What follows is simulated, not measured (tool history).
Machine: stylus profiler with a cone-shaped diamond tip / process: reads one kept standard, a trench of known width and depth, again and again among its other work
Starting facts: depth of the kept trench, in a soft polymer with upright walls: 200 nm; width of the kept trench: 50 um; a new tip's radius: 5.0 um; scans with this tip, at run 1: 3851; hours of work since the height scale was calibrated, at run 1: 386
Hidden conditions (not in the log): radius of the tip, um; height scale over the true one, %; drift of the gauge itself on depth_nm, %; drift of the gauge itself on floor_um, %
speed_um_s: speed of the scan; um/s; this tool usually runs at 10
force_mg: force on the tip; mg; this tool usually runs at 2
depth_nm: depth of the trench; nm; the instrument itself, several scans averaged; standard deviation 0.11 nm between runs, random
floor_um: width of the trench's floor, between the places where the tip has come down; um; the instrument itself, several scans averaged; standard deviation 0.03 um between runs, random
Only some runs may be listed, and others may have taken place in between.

run,hour,speed_um_s,force_mg,scans with this tip,hours of work since the height scale was calibrated,depth_nm,floor_um
1,0,10,2,3851,386,202.09,47.21
2,122,10,2,4789,480,202.14,47.13
3,201.1,10,2.87,5399,541,202.48,47.17
4,315.4,10,2.87,6279,630,202.7,47.14
5,429.2,10,2.87,7155,717,202.62,47.1
6,522.2,10,2,7871,789,202.13,47.16
7,637.8,37,2,8761,878,202.03,47.11
8,747.2,37,2,9603,963,202.06,47.04
9,848.6,37,2,10384,1041,201.99,47.05
10,960.1,37,2,11242,1127,202.09,47.09
11,1082.9,37,2,12187,1222,202.1,47.05
12,1170.5,37,2,12862,1290,202,47.03
13,1231.9,37,2,13334,1337,201.92,47.06
14,1319.3,5,1.91,14007,1405,202,47.16
15,1390,5,1.91,14552,1459,201.86,47.23
16,1458.5,5,1.91,15079,1512,202.1,47.24
17,1573.4,5,1.91,15964,1601,201.83,47.2
18,1681.8,17,1.77,16798,1684,202.08,47.13
19,1764,16,5.42,17431,1748,204.15,47.13
20,1840.7,10,1.17,18022,1807,201.46,47.14
21,1930.3,18,1.08,18711,1876,201.4,47.11
22,2001,26,1.08,19255,1931,201.35,47.06
23,2073.5,9,1.58,19814,1987,201.7,47.07

Run 24 has not been measured yet. What should we expect?
24,2185.2,10,3.54,20674,2073,?,?

{"run 24": {"depth_nm": 203.08, "floor_um": 47.21}}
The same run, on a tool lacking any hidden state, would have yielded depth_nm 203.1 nm, floor_um 47.22 um.

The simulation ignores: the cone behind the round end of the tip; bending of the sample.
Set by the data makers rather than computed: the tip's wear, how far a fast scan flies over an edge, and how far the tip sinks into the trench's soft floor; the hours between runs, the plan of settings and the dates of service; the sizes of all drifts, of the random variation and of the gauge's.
